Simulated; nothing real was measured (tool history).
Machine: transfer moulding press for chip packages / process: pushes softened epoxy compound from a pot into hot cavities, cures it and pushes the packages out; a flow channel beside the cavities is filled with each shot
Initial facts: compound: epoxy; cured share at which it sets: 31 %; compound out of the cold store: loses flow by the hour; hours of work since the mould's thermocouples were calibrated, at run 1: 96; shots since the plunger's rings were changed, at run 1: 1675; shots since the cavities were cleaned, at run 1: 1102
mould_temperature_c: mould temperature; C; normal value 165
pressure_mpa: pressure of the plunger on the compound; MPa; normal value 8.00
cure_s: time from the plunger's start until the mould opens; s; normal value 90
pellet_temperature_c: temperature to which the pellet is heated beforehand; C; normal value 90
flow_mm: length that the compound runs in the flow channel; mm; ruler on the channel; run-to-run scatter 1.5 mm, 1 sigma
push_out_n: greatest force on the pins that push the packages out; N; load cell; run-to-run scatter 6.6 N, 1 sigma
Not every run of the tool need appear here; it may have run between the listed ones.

| run | hour | mould_temperature_c | pressure_mpa | cure_s | pellet_temperature_c | hours of work since the mould's thermocouples were calibrated | shots since the plunger's rings were changed | shots since the cavities were cleaned | incoming compound's hours out of the cold store | flow_mm | push_out_n |
|---|---|---|---|---|---|---|---|---|---|---|---|
| 1 | 0.0 | 165 | 8.00 | 90 | 90 | 96 | 1675 | 1102 | 27.7 | 528 | 452 |
|  | 8.7 | cavities cleaned with cleaning compound and waxed |
| 2 | 15.0 | 165 | 8.00 | 90 | 90 | 104 | 1840 | 78 | 14.2 | 549 | 582 |
| 3 | 31.9 | 165 | 8.00 | 90 | 90 | 114 | 2047 | 285 | 25.6 | 526 | 570 |
| 4 | 49.0 | 165 | 8.00 | 90 | 90 | 123 | 2256 | 494 | 40.1 | 501 | 535 |
| 5 | 60.1 | 165 | 8.00 | 90 | 90 | 130 | 2392 | 630 | 33.9 | 511 | 546 |
| 6 | 76.2 | 165 | 8.00 | 90 | 90 | 139 | 2590 | 828 | 21.6 | 529 | 515 |
| 7 | 84.9 | 165 | 8.00 | 90 | 90 | 144 | 2695 | 933 | 36.2 | 503 | 527 |
|  | 92.3 | plunger's sealing rings changed |
|  | 96.9 | cavities cleaned with cleaning compound and waxed, once more |
| 8 | 103.9 | 165 | 8.82 | 90 | 90 | 152 | 124 | 87 | 21.6 | 580 | 294 |
| 9 | 112.5 | 161 | 8.00 | 96 | 90 | 157 | 228 | 191 | 11.3 | 581 | 395 |
| 10 | 123.3 | 161 | 8.00 | 96 | 90 | 163 | 361 | 324 | 37.0 | 534 | 397 |
| 11 | 133.2 | 161 | 8.00 | 96 | 90 | 169 | 482 | 445 | 44.3 | 515 | 440 |

The next listed run, before its measurement:
| 12 | 141.7 | 165 | 8.77 | 90 | 82 | 174 | 586 | 549 | 16.4 | ? | ? |

flow_mm: 585 mm
push_out_n: 424 N
With the hidden condition absent and the run-to-run variation left alone, this run would have shown flow_mm 593 mm, push_out_n 275 N.
